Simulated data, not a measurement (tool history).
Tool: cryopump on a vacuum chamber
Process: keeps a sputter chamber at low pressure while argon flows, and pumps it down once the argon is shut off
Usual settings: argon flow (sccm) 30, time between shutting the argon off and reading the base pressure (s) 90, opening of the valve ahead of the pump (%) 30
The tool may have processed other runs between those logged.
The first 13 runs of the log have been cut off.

run   hour  argon flow (sccm)  time between shutting the argon off and reading the base pressure (s)  opening of the valve ahead of the pump (%)  pressure while argon flows (Pa)  pressure after the wait (uPa)
 14  367.1                 30                                                                     90                                          30                           0.0801                           2.09
 15  406.2                 30                                                                     90                                          30                           0.0811                           2.03
     448.8  -- pump warmed up, emptied and cooled again
 16  448.8                 15                                                                     90                                          30                           0.0369                           1.67
 17  466.0                 15                                                                     90                                          30                           0.0362                           1.66
 18  492.4                 15                                                                     90                                          30                           0.0374                           1.73
 19  523.0                 15                                                                     90                                          27                           0.0410                           1.67
 20  540.6                 17                                                                    177                                          30                           0.0424                           1.47
 21  558.1                 17                                                                    177                                          30                           0.0424                           1.54
 22  598.1                 14                                                                    210                                          35                           0.0306                           1.47
 23  635.7                 16                                                                     24                                          39                           0.0312                           2.96
 24  672.5                 41                                                                     24                                          37                           0.0844                           2.93
 25  710.5                 39                                                                     24                                          27                           0.1096                           3.04
 26  727.8                 39                                                                     44                                          19                           0.1551                           2.34
 27  765.2                 15                                                                     90                                          21                           0.0547                           1.88
 28  800.3                 43                                                                     90                                          21                           0.1556                           1.89
 29  822.6                 12                                                                     26                                          54                           0.0178                           3.04
 30  849.1                 30                                                                     26                                          34                           0.0695                           2.96
 31  873.3                 20                                                                    252                                          21                           0.0735                           1.70

What if the next run were any one of these 3? Each begins from the tool's condition after run 31:
  A  899.7                 46                                                                     90                                          30                                ?                              ?
  B  899.7                 20                                                                     72                                          30                                ?                              ?
  C  899.7                 23                                                                     90                                          37                                ?                              ?

run  pressure while argon flows (Pa)  pressure after the wait (uPa)
  A                           0.1195                           1.93
  B                           0.0520                           2.05
  C                           0.0496                           1.97
What these runs would have given with no unlogged condition in the tool:
run  pressure while argon flows (Pa)  pressure after the wait (uPa)
  A                           0.1125                           0.54
  B                           0.0489                           0.66
  C                           0.0461                           0.58
